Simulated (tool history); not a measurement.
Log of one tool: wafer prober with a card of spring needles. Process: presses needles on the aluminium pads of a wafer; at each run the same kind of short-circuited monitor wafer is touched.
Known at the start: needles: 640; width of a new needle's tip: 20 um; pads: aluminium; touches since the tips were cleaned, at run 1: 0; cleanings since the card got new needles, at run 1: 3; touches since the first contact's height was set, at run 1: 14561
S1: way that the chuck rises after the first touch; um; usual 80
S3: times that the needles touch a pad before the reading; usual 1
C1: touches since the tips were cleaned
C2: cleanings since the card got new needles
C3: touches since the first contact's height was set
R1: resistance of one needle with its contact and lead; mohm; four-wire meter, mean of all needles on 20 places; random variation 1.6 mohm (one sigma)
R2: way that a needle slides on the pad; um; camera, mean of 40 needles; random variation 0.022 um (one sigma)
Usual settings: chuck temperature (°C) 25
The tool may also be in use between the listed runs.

run 1 hour=0 | S1=80 chuck_temperature_(°C)=25 S3=1 | C1=0 C2=3 C3=14561 | R1=156 R2=10.4
-- hour=13.1 tips cleaned on abrasive film
run 2 hour=19 | S1=63 chuck_temperature_(°C)=25 S3=1 | C1=2164 C2=4 C3=21509 | R1=162 R2=8.17
-- hour=26.3 tips cleaned on abrasive film
run 3 hour=35.7 | S1=80 chuck_temperature_(°C)=25 S3=1 | C1=3467 C2=5 C3=27612 | R1=156 R2=10.39
-- hour=39.1 tips cleaned on abrasive film
-- hour=51.9 tips cleaned on abrasive film
run 4 hour=51.9 | S1=80 chuck_temperature_(°C)=25 S3=1 | C1=0 C2=7 C3=33477 | R1=155 R2=10.42
-- hour=65.3 tips cleaned on abrasive film
run 5 hour=65.3 | S1=80 chuck_temperature_(°C)=25 S3=1 | C1=1 C2=8 C3=38383 | R1=154 R2=10.45
-- hour=79.4 tips cleaned on abrasive film
run 6 hour=84.6 | S1=80 chuck_temperature_(°C)=25 S3=1 | C1=1923 C2=9 C3=45457 | R1=159 R2=10.5
-- hour=92.5 tips cleaned on abrasive film
run 7 hour=95.7 | S1=80 chuck_temperature_(°C)=25 S3=1 | C1=1196 C2=10 C3=49499 | R1=158 R2=10.47
-- hour=105.4 tips cleaned on abrasive film
run 8 hour=106 | S1=80 chuck_temperature_(°C)=25 S3=1 | C1=242 C2=11 C3=53244 | R1=156 R2=10.5
run 9 hour=117.9 | S1=80 chuck_temperature_(°C)=25 S3=1 | C1=4591 C2=11 C3=57593 | R1=156 R2=10.56
-- hour=118.8 tips cleaned on abrasive film
run 10 hour=127.1 | S1=80 chuck_temperature_(°C)=25 S3=1 | C1=3038 C2=12 C3=60945 | R1=154 R2=10.55
-- hour=132 tips cleaned on abrasive film
run 11 hour=135.4 | S1=78 chuck_temperature_(°C)=25 S3=1 | C1=1241 C2=13 C3=63975 | R1=155 R2=10.27
-- hour=144.8 tips cleaned on abrasive film
run 12 hour=147.8 | S1=80 chuck_temperature_(°C)=47 S3=1 | C1=1110 C2=14 C3=68483 | R1=157 R2=10.56
-- hour=157.4 tips cleaned on abrasive film
run 13 hour=163 | S1=80 chuck_temperature_(°C)=26 S3=1 | C1=2058 C2=15 C3=74046 | R1=158 R2=10.61
-- hour=170.9 tips cleaned on abrasive film
run 14 hour=180.7 | S1=80 chuck_temperature_(°C)=27 S3=1 | C1=3575 C2=16 C3=80493 | R1=154 R2=10.59
-- hour=183.7 tips cleaned on abrasive film
run 15 hour=189.4 | S1=80 chuck_temperature_(°C)=25 S3=1 | C1=2119 C2=17 C3=83687 | R1=156 R2=10.61
-- hour=196.4 tips cleaned on abrasive film
run 16 hour=208 | S1=80 chuck_temperature_(°C)=25 S3=1 | C1=4238 C2=18 C3=90458 | R1=156 R2=10.61
-- hour=210.5 tips cleaned on abrasive film
-- hour=219.1 gauge calibrated
-- hour=224.2 tips cleaned on abrasive film
run 17 hour=228 | S1=94 chuck_temperature_(°C)=25 S3=1 | C1=1402 C2=20 C3=97752 | R1=153 R2=12.18
-- hour=238.4 tips cleaned on abrasive film
run 18 hour=246.4 | S1=83 chuck_temperature_(°C)=25 S3=1 | C1=2937 C2=21 C3=104468 | R1=157 R2=10.77
-- hour=252.4 tips cleaned on abrasive film
run 19 hour=260.3 | S1=96 chuck_temperature_(°C)=99 S3=1 | C1=2894 C2=22 C3=109536 | R1=166 R2=12.49
-- hour=265.7 tips cleaned on abrasive film
-- hour=278.5 tips cleaned on abrasive film
run 20 hour=278.5 | S1=87 chuck_temperature_(°C)=99 S3=2 | C1=0 C2=24 C3=116172 | R1=170 R2=11.35

Forecast run 21:
-- hour=291.8 tips cleaned on abrasive film
run 21 hour=298.7 | S1=90 chuck_temperature_(°C)=27 S3=2 | C1=2564 C2=25 C3=123570 | R1=? R2=?

Run 21 gave R1 153 mohm, R2 11.77 um.
Without the tool's hidden state the same run would have given R1 153 mohm, R2 11.66 um.
